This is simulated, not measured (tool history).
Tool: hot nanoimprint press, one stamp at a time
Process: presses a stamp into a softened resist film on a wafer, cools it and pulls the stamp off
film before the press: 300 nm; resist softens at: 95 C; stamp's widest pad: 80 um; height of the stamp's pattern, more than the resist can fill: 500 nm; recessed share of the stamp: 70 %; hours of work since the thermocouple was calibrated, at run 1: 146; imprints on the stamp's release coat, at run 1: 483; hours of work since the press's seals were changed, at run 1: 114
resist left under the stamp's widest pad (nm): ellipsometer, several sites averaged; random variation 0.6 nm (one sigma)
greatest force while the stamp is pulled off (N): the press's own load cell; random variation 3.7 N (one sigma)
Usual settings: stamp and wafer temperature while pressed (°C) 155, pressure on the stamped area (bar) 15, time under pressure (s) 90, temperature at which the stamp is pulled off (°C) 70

| run | day | stamp and wafer temperature while pressed (°C) | pressure on the stamped area (bar) | time under pressure (s) | temperature at which the stamp is pulled off (°C) | hours of work since the thermocouple was calibrated | imprints on the stamp's release coat | hours of work since the press's seals were changed | resist left under the stamp's widest pad (nm) | greatest force while the stamp is pulled off (N) |
|---|---|---|---|---|---|---|---|---|---|---|
| 1 | 0 | 155 | 15 | 90 | 70 | 146 | 483 | 114 | 146 | 225 |
| 2 | 2.029 | 155 | 15 | 90 | 70 | 170 | 609 | 137 | 147.5 | 231 |
| 3 | 3.375 | 155 | 15 | 90 | 63 | 185 | 692 | 152 | 146.2 | 252 |
| 4 | 4.608 | 155 | 15 | 90 | 63 | 199 | 769 | 166 | 146.6 | 263 |
| 5 | 6.183 | 155 | 15 | 90 | 63 | 217 | 866 | 184 | 147.8 | 266 |
| 6 | 7.267 | 155 | 15 | 90 | 63 | 229 | 933 | 197 | 147.4 | 269 |
|  | 8.917 | stamp cleaned and given a new release coat |
| 7 | 9.442 | 155 | 15 | 90 | 63 | 251 | 32 | 219 | 147.1 | 239 |
| 8 | 10.704 | 152 | 15 | 90 | 70 | 266 | 111 | 233 | 161.4 | 206 |
| 9 | 12.662 | 152 | 15 | 90 | 70 | 288 | 232 | 255 | 161.9 | 213 |
| 10 | 13.942 | 152 | 15 | 90 | 70 | 303 | 311 | 270 | 162.5 | 222 |
|  | 14.388 | plate thermocouple calibrated |
| 11 | 15.738 | 155 | 15 | 90 | 70 | 15 | 414 | 289 | 144.8 | 221 |
| 12 | 17.562 | 155 | 15 | 90 | 58 | 36 | 527 | 310 | 146.5 | 277 |
| 13 | 18.592 | 155 | 15.4 | 90 | 58 | 48 | 591 | 322 | 143.5 | 275 |
| 14 | 20.521 | 155 | 15.4 | 90 | 58 | 70 | 711 | 344 | 145 | 280 |
| 15 | 22.612 | 155 | 15.4 | 90 | 58 | 94 | 840 | 367 | 145 | 287 |
| 16 | 24.096 | 152 | 15.4 | 47 | 58 | 111 | 932 | 384 | 189.6 | 279 |
|  | 25.729 | stamp cleaned and given a new release coat |
| 17 | 26.429 | 145 | 20.7 | 163 | 69 | 134 | 43 | 408 | 140.1 | 209 |
| 18 | 28.075 | 155 | 13.6 | 88 | 70 | 153 | 145 | 427 | 156.4 | 208 |
| 19 | 29.588 | 149 | 15 | 90 | 70 | 170 | 238 | 444 | 175.7 | 209 |
| 20 | 30.871 | 152 | 15 | 90 | 70 | 185 | 318 | 459 | 161.5 | 220 |
| 21 | 32.871 | 157 | 15 | 47 | 67 | 208 | 442 | 482 | 172.7 | 235 |
| 22 | 35.05 | 155 | 15 | 90 | 59 | 233 | 577 | 506 | 150 | 268 |
| 23 | 37 | 155 | 15 | 90 | 59 | 255 | 697 | 529 | 150.1 | 270 |
| 24 | 38.292 | 155 | 19.9 | 90 | 70 | 270 | 777 | 543 | 128.1 | 232 |
| 25 | 39.871 | 155 | 9.2 | 90 | 61 | 288 | 875 | 561 | 188.9 | 279 |
|  | 41.762 | plate thermocouple calibrated |
| 26 | 42.238 | 157 | 15 | 83 | 74 | 5 | 1014 | 587 | 145.1 | 220 |
|  | 42.696 | stamp cleaned and given a new release coat |
| 27 | 44.504 | 155 | 15 | 90 | 71 | 28 | 111 | 610 | 149.2 | 208 |
| 28 | 46.321 | 155 | 20.2 | 64 | 70 | 49 | 224 | 631 | 143.5 | 213 |
| 29 | 47.538 | 155 | 20.2 | 61 | 70 | 63 | 299 | 644 | 147.9 | 217 |

3 ways to go on from here, each from the tool as it stands after run 29. What would each give?
| A | 48.558 | 155 | 20.2 | 54 | 70 | 75 | 362 | 656 | ? | ? |
| B | 48.558 | 166 | 20.2 | 91 | 74 | 75 | 362 | 656 | ? | ? |
| C | 48.558 | 155 | 15 | 90 | 60 | 75 | 362 | 656 | ? | ? |

| run | resist left under the stamp's widest pad (nm) | greatest force while the stamp is pulled off (N) |
|---|---|---|
| A | 151.9 | 214 |
| B | 94.6 | 204 |
| C | 150.6 | 256 |
Without the tool's hidden state the same runs would have given:
| run | resist left under the stamp's widest pad (nm) | greatest force while the stamp is pulled off (N) |
|---|---|---|
| A | 145.4 | 200 |
| B | 90.2 | 191 |
| C | 145.4 | 239 |
